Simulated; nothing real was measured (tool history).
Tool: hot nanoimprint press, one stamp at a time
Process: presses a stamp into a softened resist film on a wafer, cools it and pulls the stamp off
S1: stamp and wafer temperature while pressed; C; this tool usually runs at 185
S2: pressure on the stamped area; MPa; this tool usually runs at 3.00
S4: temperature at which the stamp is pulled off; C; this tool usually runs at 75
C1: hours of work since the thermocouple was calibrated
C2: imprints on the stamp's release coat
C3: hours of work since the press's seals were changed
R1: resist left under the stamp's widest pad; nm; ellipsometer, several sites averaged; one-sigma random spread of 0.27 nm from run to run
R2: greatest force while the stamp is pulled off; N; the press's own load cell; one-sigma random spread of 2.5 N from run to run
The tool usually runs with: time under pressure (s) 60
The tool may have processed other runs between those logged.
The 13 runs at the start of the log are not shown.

Run 14, day 4.096: usual settings but time under pressure (s) 103; C1 16; C2 936; C3 122. Result: R1 94.1 nm, R2 136 N.
Run 15, day 4.404: usual settings; C1 22; C2 964; C3 128. Result: R1 117.2 nm, R2 144 N.
Run 16, day 4.817: usual settings but S1 174 C, S2 2.68 MPa, time under pressure (s) 57, S4 60 C; C1 30; C2 1003; C3 136. Result: R1 167.6 nm, R2 179 N.
At day 5.171: plate thermocouple calibrated, once more.
Run 17, day 5.342: usual settings but S1 197 C, S2 3.60 MPa, time under pressure (s) 57, S4 60 C; C1 3; C2 1040; C3 143. Result: R1 82.1 nm, R2 179 N.
Run 18, day 5.692: usual settings but S1 193 C, time under pressure (s) 37; C1 10; C2 1073; C3 149. Result: R1 118.6 nm, R2 144 N.
Run 19, day 5.896: usual settings but S2 2.00 MPa, time under pressure (s) 65; C1 13; C2 1092; C3 153. Result: R1 139.6 nm, R2 144 N.
Run 20, day 6.292: usual settings but S1 181 C, S2 3.77 MPa, time under pressure (s) 83, S4 67 C; C1 21; C2 1128; C3 161. Result: R1 105.3 nm, R2 164 N.
Run 21, day 6.471: usual settings but time under pressure (s) 63; C1 24; C2 1145; C3 164. Result: R1 117.9 nm, R2 151 N.
Run 22, day 6.717: usual settings but S2 3.59 MPa, time under pressure (s) 97; C1 29; C2 1168; C3 169. Result: R1 90.1 nm, R2 152 N.
Run 23, day 7.012: usual settings but S2 3.59 MPa, time under pressure (s) 97; C1 34; C2 1195; C3 174. Result: R1 89.8 nm, R2 147 N.
Run 24, day 7.233: usual settings but S2 3.59 MPa, time under pressure (s) 97; C1 38; C2 1216; C3 178. Result: R1 90.3 nm, R2 152 N.
Run 25, day 7.646: usual settings but S1 189 C, S2 3.59 MPa, time under pressure (s) 97; C1 46; C2 1255; C3 186. Result: R1 80.7 nm, R2 150 N.
Run 26, day 8.075: usual settings but S1 189 C, S2 3.47 MPa, time under pressure (s) 51; C1 54; C2 1294; C3 194. Result: R1 107.3 nm, R2 154 N.
Run 27, day 8.292: usual settings but S1 189 C, S2 3.47 MPa, time under pressure (s) 51; C1 58; C2 1315; C3 198. Result: R1 107.1 nm, R2 154 N.
Run 28, day 8.633: usual settings but S1 189 C, S2 3.47 MPa, time under pressure (s) 51; C1 64; C2 1347; C3 204. Result: R1 107.1 nm, R2 157 N.
Run 29, day 8.896: usual settings but S2 2.45 MPa, S4 73 C; C1 69; C2 1371; C3 209. Result: R1 130.9 nm, R2 161 N.
Run 30, day 9.225: usual settings but S1 193 C, time under pressure (s) 55; C1 75; C2 1402; C3 215. Result: R1 100.9 nm, R2 160 N.

What if the next run were any one of these 4? Each begins from the tool's condition after run 30:
Run A, day 9.479: usual settings but S1 196 C, S2 2.63 MPa, time under pressure (s) 55, S4 76 C; C1 80; C2 1425; C3 220. Result: R1 ?, R2 ?.
Run B, day 9.479: usual settings but S1 188 C, time under pressure (s) 55; C1 80; C2 1425; C3 220. Result: R1 ?, R2 ?.
Run C, day 9.479: usual settings but S1 174 C; C1 80; C2 1425; C3 220. Result: R1 ?, R2 ?.
Run D, day 9.479: usual settings but time under pressure (s) 77; C1 80; C2 1425; C3 220. Result: R1 ?, R2 ?.

run     R1   R2
  A   99.1  162
  B  114.5  156
  C  160.0  157
  D  107.9  162
Without the tool's hidden state the same runs would have given:
run     R1   R2
  A   99.2  118
  B  114.6  112
  C  160.2  114
  D  108.0  117

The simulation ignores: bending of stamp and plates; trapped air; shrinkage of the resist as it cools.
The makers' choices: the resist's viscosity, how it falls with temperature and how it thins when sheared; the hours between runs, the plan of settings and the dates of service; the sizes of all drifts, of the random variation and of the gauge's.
